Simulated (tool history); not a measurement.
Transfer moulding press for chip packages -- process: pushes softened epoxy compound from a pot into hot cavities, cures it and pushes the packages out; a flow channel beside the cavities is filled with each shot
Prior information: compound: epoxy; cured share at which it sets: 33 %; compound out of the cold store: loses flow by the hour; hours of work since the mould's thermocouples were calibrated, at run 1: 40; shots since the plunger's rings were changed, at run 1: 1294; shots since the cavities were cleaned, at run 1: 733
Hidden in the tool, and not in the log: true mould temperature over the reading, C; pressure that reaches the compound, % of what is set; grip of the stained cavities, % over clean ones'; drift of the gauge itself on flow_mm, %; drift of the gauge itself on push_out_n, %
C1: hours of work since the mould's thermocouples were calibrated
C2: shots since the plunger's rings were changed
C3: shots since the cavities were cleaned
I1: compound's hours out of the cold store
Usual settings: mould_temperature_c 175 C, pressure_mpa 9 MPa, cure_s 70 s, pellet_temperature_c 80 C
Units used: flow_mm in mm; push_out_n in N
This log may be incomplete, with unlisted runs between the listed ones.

Run 1, hour 0: usual settings; C1 40; C2 1294; C3 733; I1 32.4. Result: flow_mm 838 mm, push_out_n 398 N.
Run 2, hour 20: usual settings; C1 54; C2 1658; C3 1097; I1 27.4. Result: flow_mm 878 mm, push_out_n 394 N.
At hour 24.1: cavities cleaned with cleaning compound and waxed.
Run 3, hour 33.1: usual settings but cure_s 105 s; C1 63; C2 1867; C3 163; I1 26.8. Result: flow_mm 875 mm, push_out_n 252 N.
Run 4, hour 45.3: usual settings but cure_s 68 s; C1 71; C2 2089; C3 385; I1 39.3. Result: flow_mm 831 mm, push_out_n 400 N.
Run 5, hour 62.8: usual settings; C1 84; C2 2406; C3 702; I1 40.2. Result: flow_mm 798 mm, push_out_n 388 N.
Run 6, hour 84.3: usual settings; C1 99; C2 2796; C3 1092; I1 14.9. Result: flow_mm 945 mm, push_out_n 423 N.
At hour 87.9: cavities cleaned with cleaning compound and waxed.
Run 7, hour 98.2: usual settings; C1 108; C2 3021; C3 186; I1 30.4. Result: flow_mm 852 mm, push_out_n 381 N.
Run 8, hour 119: usual settings; C1 123; C2 3398; C3 563; I1 12.8. Result: flow_mm 947 mm, push_out_n 432 N.
Run 9, hour 131.1: usual settings; C1 132; C2 3619; C3 784; I1 29.7. Result: flow_mm 863 mm, push_out_n 381 N.
At hour 151.5: cavities cleaned with cleaning compound and waxed.
Run 10, hour 153: usual settings but pellet_temperature_c 79 C; C1 146; C2 3989; C3 27; I1 44.8. Result: flow_mm 779 mm, push_out_n 374 N.
Run 11, hour 170.1: usual settings but pellet_temperature_c 79 C; C1 159; C2 4298; C3 336; I1 33.8. Result: flow_mm 838 mm, push_out_n 389 N.
Run 12, hour 181.9: usual settings but pellet_temperature_c 79 C; C1 167; C2 4513; C3 551; I1 17.1. Result: flow_mm 937 mm, push_out_n 409 N.
Run 13, hour 196.4: usual settings but mould_temperature_c 178 C; C1 177; C2 4775; C3 813; I1 9. Result: flow_mm 977 mm, push_out_n 348 N.
At hour 207.9: plunger's sealing rings changed.
Run 14, hour 214.9: usual settings but mould_temperature_c 178 C; C1 189; C2 127; C3 1104; I1 13.2. Result: flow_mm 935 mm, push_out_n 339 N.
At hour 218.5: cavities cleaned with cleaning compound and waxed.
Run 15, hour 237.1: usual settings but mould_temperature_c 169 C, pressure_mpa 8.98 MPa, pellet_temperature_c 79 C; C1 204; C2 503; C3 339; I1 17.7. Result: flow_mm 947 mm, push_out_n 662 N.
Run 16, hour 249.4: usual settings but cure_s 51 s, pellet_temperature_c 85 C; C1 212; C2 725; C3 561; I1 27.7. Result: flow_mm 879 mm, push_out_n 807 N.
Run 17, hour 265.5: usual settings but cure_s 61 s; C1 224; C2 1018; C3 854; I1 13.9. Result: flow_mm 954 mm, push_out_n 589 N.
At hour 282.1: cavities cleaned with cleaning compound and waxed.
Run 18, hour 289: usual settings but cure_s 61 s; C1 240; C2 1417; C3 124; I1 18.3. Result: flow_mm 917 mm, push_out_n 580 N.
Run 19, hour 305.2: usual settings but mould_temperature_c 167 C, pressure_mpa 7.62 MPa, cure_s 61 s; C1 251; C2 1711; C3 418; I1 33.3. Result: flow_mm 812 mm, push_out_n 902 N.
Run 20, hour 324: usual settings but mould_temperature_c 182 C, cure_s 102 s; C1 265; C2 2052; C3 759; I1 36.9. Result: flow_mm 806 mm, push_out_n 249 N.
Run 21, hour 340.5: usual settings but mould_temperature_c 183 C, pressure_mpa 9.05 MPa, cure_s 91 s, pellet_temperature_c 73 C; C1 277; C2 2352; C3 1059; I1 31. Result: flow_mm 835 mm, push_out_n 245 N.
At hour 346.4: cavities cleaned with cleaning compound and waxed.
Run 22, hour 353.4: usual settings but mould_temperature_c 172 C, pressure_mpa 9.03 MPa, cure_s 91 s, pellet_temperature_c 73 C; C1 285; C2 2558; C3 127; I1 17.8. Result: flow_mm 939 mm, push_out_n 321 N.
Run 23, hour 371.8: usual settings but mould_temperature_c 183 C, cure_s 108 s; C1 298; C2 2892; C3 461; I1 18.8. Result: flow_mm 896 mm, push_out_n 243 N.
Run 24, hour 393.7: usual settings but mould_temperature_c 183 C, cure_s 108 s; C1 314; C2 3290; C3 859; I1 13.1. Result: flow_mm 929 mm, push_out_n 245 N.
Run 25, hour 406.5: usual settings but mould_temperature_c 183 C, cure_s 108 s; C1 323; C2 3522; C3 1091; I1 13.2. Result: flow_mm 930 mm, push_out_n 245 N.
At hour 411.7: cavities cleaned with cleaning compound and waxed.
At hour 420.7: mould's thermocouples calibrated.
Run 26, hour 433: usual settings but mould_temperature_c 183 C, cure_s 108 s; C1 9; C2 3940; C3 351; I1 44.7. Result: flow_mm 769 mm, push_out_n 235 N.
Run 27, hour 445: usual settings but mould_temperature_c 182 C, pressure_mpa 9.58 MPa, cure_s 77 s, pellet_temperature_c 87 C; C1 17; C2 4157; C3 568; I1 45. Result: flow_mm 783 mm, push_out_n 250 N.
Run 28, hour 457: usual settings but pressure_mpa 7.36 MPa, pellet_temperature_c 88 C; C1 26; C2 4374; C3 785; I1 39.9. Result: flow_mm 737 mm, push_out_n 358 N.

Branching from run 28: 3 alternative next runs. What would each branch give?
Run A, hour 470.3: usual settings but mould_temperature_c 170 C; C1 35; C2 4615; C3 1026; I1 12.9. Result: flow_mm ?, push_out_n ?.
Run B, hour 470.3: usual settings but pellet_temperature_c 70 C; C1 35; C2 4615; C3 1026; I1 29.8. Result: flow_mm ?, push_out_n ?.
Run C, hour 470.3: usual settings but mould_temperature_c 178 C, pellet_temperature_c 88 C; C1 35; C2 4615; C3 1026; I1 25.7. Result: flow_mm ?, push_out_n ?.

run  flow_mm  push_out_n
  A      970         621
  B      870         396
  C      882         315
Without the tool's hidden state the same runs would have given:
run  flow_mm  push_out_n
  A      971         612
  B      872         390
  C      884         310
